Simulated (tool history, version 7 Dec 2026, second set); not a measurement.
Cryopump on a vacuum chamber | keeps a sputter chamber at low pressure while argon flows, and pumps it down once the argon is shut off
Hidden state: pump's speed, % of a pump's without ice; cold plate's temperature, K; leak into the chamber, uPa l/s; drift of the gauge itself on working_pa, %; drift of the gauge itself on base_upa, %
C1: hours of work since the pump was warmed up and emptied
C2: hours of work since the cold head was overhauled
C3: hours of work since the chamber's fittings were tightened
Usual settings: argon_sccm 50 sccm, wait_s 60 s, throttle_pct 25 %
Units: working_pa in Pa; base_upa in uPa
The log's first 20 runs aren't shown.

run 21 day=38.783 | argon_sccm=45 wait_s=44 throttle_pct=18 | C1=403 C2=1271 C3=1076 | working_pa=0.1896 base_upa=1.06
run 22 day=41.179 | argon_sccm=50 wait_s=272 throttle_pct=16 | C1=429 C2=1297 C3=1102 | working_pa=0.235 base_upa=0.47
run 23 day=42.896 | argon_sccm=50 wait_s=272 throttle_pct=16 | C1=448 C2=1316 C3=1120 | working_pa=0.2327 base_upa=0.44
run 24 day=45.221 | argon_sccm=50 wait_s=272 throttle_pct=16 | C1=473 C2=1341 C3=1146 | working_pa=0.2339 base_upa=0.47
run 25 day=46.633 | argon_sccm=50 wait_s=272 throttle_pct=16 | C1=489 C2=1357 C3=1161 | working_pa=0.2351 base_upa=0.48
run 26 day=48.354 | argon_sccm=60 wait_s=101 throttle_pct=16 | C1=508 C2=1375 C3=1180 | working_pa=0.284 base_upa=0.67
run 27 day=50.946 | argon_sccm=45 wait_s=60 throttle_pct=25 | C1=536 C2=1404 C3=1208 | working_pa=0.139 base_upa=0.87
run 28 day=53.521 | argon_sccm=45 wait_s=60 throttle_pct=25 | C1=564 C2=1432 C3=1236 | working_pa=0.1368 base_upa=0.94
run 29 day=55.221 | argon_sccm=71 wait_s=55 throttle_pct=23 | C1=582 C2=1450 C3=1255 | working_pa=0.2384 base_upa=0.98
run 30 day=57.425 | argon_sccm=71 wait_s=55 throttle_pct=23 | C1=606 C2=1474 C3=1279 | working_pa=0.2379 base_upa=0.98
run 31 day=58.683 | argon_sccm=50 wait_s=60 throttle_pct=35 | C1=620 C2=1488 C3=1292 | working_pa=0.1113 base_upa=0.91
run 32 day=60.983 | argon_sccm=94 wait_s=244 throttle_pct=25 | C1=645 C2=1513 C3=1317 | working_pa=0.2907 base_upa=0.5
run 33 day=62.621 | argon_sccm=22 wait_s=244 throttle_pct=25 | C1=663 C2=1531 C3=1335 | working_pa=0.0671 base_upa=0.53
run 34 day=63.929 | argon_sccm=38 wait_s=60 throttle_pct=25 | C1=677 C2=1545 C3=1349 | working_pa=0.1175 base_upa=0.95
run 35 day=65.146 | argon_sccm=47 wait_s=40 throttle_pct=29 | C1=690 C2=1558 C3=1363 | working_pa=0.126 base_upa=1.22

3 ways to go on from here, each from the tool as it stands after run 35. What would each give?
run A day=66.558 | argon_sccm=47 wait_s=40 throttle_pct=28 | C1=706 C2=1574 C3=1378 | working_pa=? base_upa=?
run B day=66.558 | argon_sccm=24 wait_s=34 throttle_pct=25 | C1=706 C2=1574 C3=1378 | working_pa=? base_upa=?
run C day=66.558 | argon_sccm=26 wait_s=49 throttle_pct=23 | C1=706 C2=1574 C3=1378 | working_pa=? base_upa=?

run=A working_pa=0.1317 base_upa=1.19
run=B working_pa=0.0749 base_upa=1.39
run=C working_pa=0.0867 base_upa=1.07
Without the tool's hidden state the same runs would have given:
run=A working_pa=0.1246 base_upa=0.93
run=B working_pa=0.0713 base_upa=1.13
run=C working_pa=0.0828 base_upa=0.81

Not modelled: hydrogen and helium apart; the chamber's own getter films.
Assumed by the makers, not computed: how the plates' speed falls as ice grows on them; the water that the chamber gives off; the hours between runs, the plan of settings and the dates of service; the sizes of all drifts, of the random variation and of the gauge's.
